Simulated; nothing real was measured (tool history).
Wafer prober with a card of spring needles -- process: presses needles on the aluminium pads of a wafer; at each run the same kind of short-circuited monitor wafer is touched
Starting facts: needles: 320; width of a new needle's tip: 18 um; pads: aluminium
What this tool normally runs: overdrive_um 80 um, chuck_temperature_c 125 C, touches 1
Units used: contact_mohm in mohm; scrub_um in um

| run | day | overdrive_um | chuck_temperature_c | touches | contact_mohm | scrub_um |
|---|---|---|---|---|---|---|
| 1 | 0 | 80 | 125 | 1 | 242 | 21.87 |
| 2 | 1.112 | 80 | 125 | 1 | 264 | 21.85 |
| 3 | 2.771 | 80 | 125 | 1 | 264 | 21.86 |
| 4 | 3.733 | 75 | 125 | 1 | 238 | 20.43 |
| 5 | 4.688 | 75 | 125 | 2 | 248 | 20.38 |
| 6 | 6.388 | 75 | 125 | 2 | 243 | 20.41 |
| 7 | 7.338 | 75 | 125 | 2 | 215 | 20.42 |
| 8 | 8.875 | 75 | 125 | 2 | 248 | 20.34 |
| 9 | 10.379 | 75 | 125 | 2 | 246 | 20.38 |
| 10 | 11.288 | 80 | 125 | 1 | 222 | 21.76 |
| 11 | 12.558 | 80 | 125 | 1 | 263 | 21.77 |
| 12 | 14.442 | 80 | 125 | 2 | 240 | 21.67 |
| 13 | 15.842 | 80 | 125 | 1 | 244 | 21.69 |
| 14 | 17.721 | 80 | 125 | 1 | 237 | 21.65 |
| 15 | 19.408 | 80 | 125 | 1 | 226 | 21.66 |
| 16 | 20.542 | 80 | 125 | 1 | 263 | 21.68 |
| 17 | 21.504 | 80 | 125 | 1 | 230 | 21.6 |
| 18 | 22.404 | 80 | 56 | 1 | 249 | 21.68 |
| 19 | 23.329 | 80 | 125 | 2 | 214 | 21.65 |
| 20 | 24.938 | 80 | 125 | 2 | 248 | 21.62 |
| 21 | 26.079 | 85 | 125 | 3 | 220 | 22.88 |
| 22 | 27.492 | 85 | 125 | 3 | 217 | 22.95 |
| 23 | 29.512 | 98 | 125 | 3 | 212 | 26.48 |
| 24 | 31.317 | 72 | 55 | 1 | 288 | 19.24 |
| 25 | 32.617 | 92 | 86 | 2 | 226 | 24.83 |
| 26 | 33.854 | 92 | 86 | 2 | 211 | 24.79 |
| 27 | 35.417 | 64 | 125 | 1 | 225 | 17.09 |
| 28 | 36.829 | 72 | 125 | 1 | 280 | 19.68 |
| 29 | 38.3 | 72 | 125 | 1 | 255 | 19.68 |
| 30 | 39.975 | 72 | 125 | 1 | 244 | 19.63 |
| 31 | 41.383 | 92 | 29 | 1 | 190 | 25.12 |
| 32 | 43.354 | 85 | 91 | 1 | 205 | 23.2 |

Not shown: 23 entries that the log had between the listed runs. Between which runs, and how does the tool's hidden state differ before and after?
Run 2 -> run 3: tips cleaned on abrasive film (day 1.417)
  debris on the tips, nm: 92.6 -> 82.4; way that the needles fall short of the set height, um: 0.24 -> 0.32; tips' diameter, um: 18.47 -> 18.49
  measured minus no-state result, contact_mohm: +59 -> +54 mohm; scrub_um: -0.07 -> -0.09 um
Run 3 -> run 4: tips cleaned on abrasive film (day 3.362)
  debris on the tips, nm: 82.4 -> 34.1; way that the needles fall short of the set height, um: 0.32 -> 0.39; tips' diameter, um: 18.49 -> 18.52
  measured minus no-state result, contact_mohm: +54 -> +25 mohm; scrub_um: -0.09 -> -0.1 um
Run 5 -> run 6: tips cleaned on abrasive film (day 5.312)
  debris on the tips, nm: 82.8 -> 72.3; way that the needles fall short of the set height, um: 0.39 -> 0.45; tips' diameter, um: 18.52 -> 18.54
  measured minus no-state result, contact_mohm: +36 -> +32 mohm; scrub_um: -0.11 -> -0.13 um
Run 6 -> run 7: tips cleaned on abrasive film (day 7.296)
  debris on the tips, nm: 72.3 -> 10.9; way that the needles fall short of the set height, um: 0.45 -> 0.5; tips' diameter, um: 18.54 -> 18.56
  measured minus no-state result, contact_mohm: +32 -> +5 mohm; scrub_um: -0.13 -> -0.13 um
Run 8 -> run 9: tips cleaned on abrasive film (day 9.271)
  debris on the tips, nm: 89.1 -> 71.6; way that the needles fall short of the set height, um: 0.5 -> 0.58; tips' diameter, um: 18.56 -> 18.58
  measured minus no-state result, contact_mohm: +39 -> +32 mohm; scrub_um: -0.13 -> -0.16 um
Run 9 -> run 10: tips cleaned on abrasive film (day 11.221)
  debris on the tips, nm: 71.6 -> 16.5; way that the needles fall short of the set height, um: 0.58 -> 0.64; tips' diameter, um: 18.58 -> 18.6
  measured minus no-state result, contact_mohm: +32 -> +11 mohm; scrub_um: -0.16 -> -0.18 um
Run 11 -> run 12: tips cleaned on abrasive film (day 13.233)
  debris on the tips, nm: 81.6 -> 79.9; way that the needles fall short of the set height, um: 0.64 -> 0.71; tips' diameter, um: 18.6 -> 18.63
  measured minus no-state result, contact_mohm: +54 -> +31 mohm; scrub_um: -0.17 -> -0.19 um
Run 12 -> run 13: tips cleaned on abrasive film (day 15.25)
  debris on the tips, nm: 79.9 -> 49.6; way that the needles fall short of the set height, um: 0.71 -> 0.78; tips' diameter, um: 18.63 -> 18.65
  measured minus no-state result, contact_mohm: +31 -> +33 mohm; scrub_um: -0.19 -> -0.21 um
Run 13 -> run 14: tips cleaned on abrasive film (day 17.183)
  debris on the tips, nm: 49.6 -> 47.8; way that the needles fall short of the set height, um: 0.78 -> 0.82; tips' diameter, um: 18.65 -> 18.67
  measured minus no-state result, contact_mohm: +33 -> +32 mohm; scrub_um: -0.21 -> -0.23 um
Run 14 -> run 15: tips cleaned on abrasive film (day 19.129)
  debris on the tips, nm: 47.8 -> 26.3; way that the needles fall short of the set height, um: 0.82 -> 0.88; tips' diameter, um: 18.67 -> 18.69
  measured minus no-state result, contact_mohm: +32 -> +18 mohm; scrub_um: -0.23 -> -0.25 um
Run 16 -> run 17: tips cleaned on abrasive film (day 21.162)
  debris on the tips, nm: 82.4 -> 28; way that the needles fall short of the set height, um: 0.88 -> 0.93; tips' diameter, um: 18.69 -> 18.71
  measured minus no-state result, contact_mohm: +54 -> +19 mohm; scrub_um: -0.24 -> -0.26 um
Run 18 -> run 19: tips cleaned on abrasive film (day 23.267)
  debris on the tips, nm: 74.6 -> 10.8; way that the needles fall short of the set height, um: 0.93 -> 0.98; tips' diameter, um: 18.71 -> 18.73
  measured minus no-state result, contact_mohm: +56 -> +5 mohm; scrub_um: -0.25 -> -0.27 um
Run 20 -> run 21: tips cleaned on abrasive film (day 25.35)
  debris on the tips, nm: 91.4 -> 58; way that the needles fall short of the set height, um: 0.98 -> 1.03; tips' diameter, um: 18.73 -> 18.74
  measured minus no-state result, contact_mohm: +38 -> +13 mohm; scrub_um: -0.27 -> -0.28 um
Run 21 -> run 22: tips cleaned on abrasive film (day 27.35)
  debris on the tips, nm: 58 -> 20.5; way that the needles fall short of the set height, um: 1.03 -> 1.09; tips' diameter, um: 18.74 -> 18.76
  measured minus no-state result, contact_mohm: +13 -> +6 mohm; scrub_um: -0.28 -> -0.3 um
Run 22 -> run 23: tips cleaned on abrasive film (day 29.396)
  debris on the tips, nm: 20.5 -> 18; way that the needles fall short of the set height, um: 1.09 -> 1.16; tips' diameter, um: 18.76 -> 18.79
  measured minus no-state result, contact_mohm: +6 -> +3 mohm; scrub_um: -0.3 -> -0.32 um
Run 24 -> run 25: tips cleaned on abrasive film (day 31.488)
  debris on the tips, nm: 98.9 -> 73.3; way that the needles fall short of the set height, um: 1.16 -> 1.22; tips' diameter, um: 18.79 -> 18.81
  measured minus no-state result, contact_mohm: +91 -> +26 mohm; scrub_um: -0.31 -> -0.33 um
Run 25 -> run 26: tips cleaned on abrasive film (day 33.483)
  debris on the tips, nm: 73.3 -> 38.5; way that the needles fall short of the set height, um: 1.22 -> 1.27; tips' diameter, um: 18.81 -> 18.83
  measured minus no-state result, contact_mohm: +26 -> +14 mohm; scrub_um: -0.33 -> -0.35 um
Run 26 -> run 27: tips cleaned on abrasive film (day 35.417)
  debris on the tips, nm: 38.5 -> 10.2; way that the needles fall short of the set height, um: 1.27 -> 1.34; tips' diameter, um: 18.83 -> 18.85
  measured minus no-state result, contact_mohm: +14 -> +12 mohm; scrub_um: -0.35 -> -0.37 um
Run 27 -> run 28: height of the first contact set anew (day 36.396)
  debris on the tips, nm: 10.2 -> 85; way that the needles fall short of the set height, um: 1.34 -> 0
  measured minus no-state result, contact_mohm: +12 -> +68 mohm; scrub_um: -0.37 -> +0 um
Run 28 -> run 29: tips cleaned on abrasive film (day 37.5)
  debris on the tips, nm: 85 -> 58.4; way that the needles fall short of the set height, um: 0 -> 0.05; tips' diameter, um: 18.85 -> 18.87
  measured minus no-state result, contact_mohm: +68 -> +46 mohm; scrub_um: +0 -> -0.01 um
Run 29 -> run 30: tips cleaned on abrasive film (day 39.438)
  debris on the tips, nm: 58.4 -> 40.6; way that the needles fall short of the set height, um: 0.05 -> 0.12; tips' diameter, um: 18.87 -> 18.9
  measured minus no-state result, contact_mohm: +46 -> +33 mohm; scrub_um: -0.01 -> -0.04 um
Run 30 -> run 31: tips cleaned on abrasive film (day 41.371)
  debris on the tips, nm: 40.6 -> 7.5; way that the needles fall short of the set height, um: 0.12 -> 0.19; tips' diameter, um: 18.9 -> 18.92
  measured minus no-state result, contact_mohm: +33 -> +5 mohm; scrub_um: -0.04 -> -0.05 um
Run 31 -> run 32: tips cleaned on abrasive film (day 43.354)
  debris on the tips, nm: 7.5 -> 4.5; way that the needles fall short of the set height, um: 0.19 -> 0.26; tips' diameter, um: 18.92 -> 18.94
  measured minus no-state result, contact_mohm: +5 -> +3 mohm; scrub_um: -0.05 -> -0.07 um
